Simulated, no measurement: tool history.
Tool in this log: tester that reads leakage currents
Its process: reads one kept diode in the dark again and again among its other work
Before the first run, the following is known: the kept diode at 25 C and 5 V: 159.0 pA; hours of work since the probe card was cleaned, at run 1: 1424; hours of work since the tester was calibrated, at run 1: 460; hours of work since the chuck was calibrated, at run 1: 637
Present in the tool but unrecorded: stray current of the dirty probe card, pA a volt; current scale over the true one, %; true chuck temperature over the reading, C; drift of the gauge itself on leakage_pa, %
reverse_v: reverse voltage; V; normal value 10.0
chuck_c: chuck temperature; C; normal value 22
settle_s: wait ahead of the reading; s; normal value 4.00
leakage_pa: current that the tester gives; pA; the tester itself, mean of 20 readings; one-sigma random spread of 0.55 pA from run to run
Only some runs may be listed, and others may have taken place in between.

run   hour  reverse_v  chuck_c  settle_s  hours of work since the probe card was cleaned  hours of work since the tester was calibrated  hours of work since the chuck was calibrated  leakage_pa
  1    0.0       10.0       22      4.00                                            1424                                            460                                           637      182.10
  2   22.5       10.0       22      4.00                                            1437                                            473                                           650      182.41
  3   44.5       10.0       22      4.00                                            1450                                            486                                           663      182.43
  4   85.0       10.0       22      4.00                                            1473                                            510                                           686      182.31
  5  108.3       10.0       22      4.00                                            1487                                            523                                           700      182.64
  6  145.2       10.0       22      4.00                                            1508                                            544                                           721      182.98
  7  189.7       10.0       22      4.00                                            1534                                            570                                           747      181.99
  8  214.2       10.0       22      4.00                                            1548                                            584                                           761      183.09
  9  233.7       10.0       22      4.00                                            1559                                            596                                           772      182.99
 10  252.7       10.0       22      4.00                                            1570                                            607                                           783      181.82
 11  290.7       10.0       22      4.00                                            1592                                            628                                           805      181.85
 12  326.6       10.0       22      4.00                                            1613                                            649                                           826      181.11
 13  354.1       10.0       22      4.00                                            1629                                            665                                           842      182.73
 14  378.2       10.0       50      4.00                                            1643                                            679                                           856     1994.16
 15  409.7       19.6       53      0.46                                            1661                                            697                                           874     3758.11
 16  431.4       19.6       53      0.46                                            1674                                            710                                           886     3763.86
 17  464.8       19.6       53      0.46                                            1693                                            729                                           906     3761.34
 18  485.5       10.0       24      0.41                                            1705                                            741                                           918      220.90
 19  512.2       10.0       33      4.00                                            1720                                            757                                           933      490.39
 20  545.6        4.5       40      1.99                                            1740                                            776                                           952      550.37
 21  580.7       10.0       31      3.05                                            1760                                            796                                           973      413.54
 22  606.5        4.0       22      0.98                                            1775                                            811                                           988      105.22

What if the next run were any one of these 3? Each begins from the tool's condition after run 22:
  A  638.6        1.4       22      0.72                                            1793                                            830                                          1006           ?
  B  638.6        2.1       32      1.14                                            1793                                            830                                          1006           ?
  C  638.6        7.1       30      0.77                                            1793                                            830                                          1006           ?

run  leakage_pa
  A       56.38
  B      177.65
  C      308.65
With the hidden condition removed and each run's random variation left untouched, the same runs would have given:
run  leakage_pa
  A       56.42
  B      177.80
  C      308.88
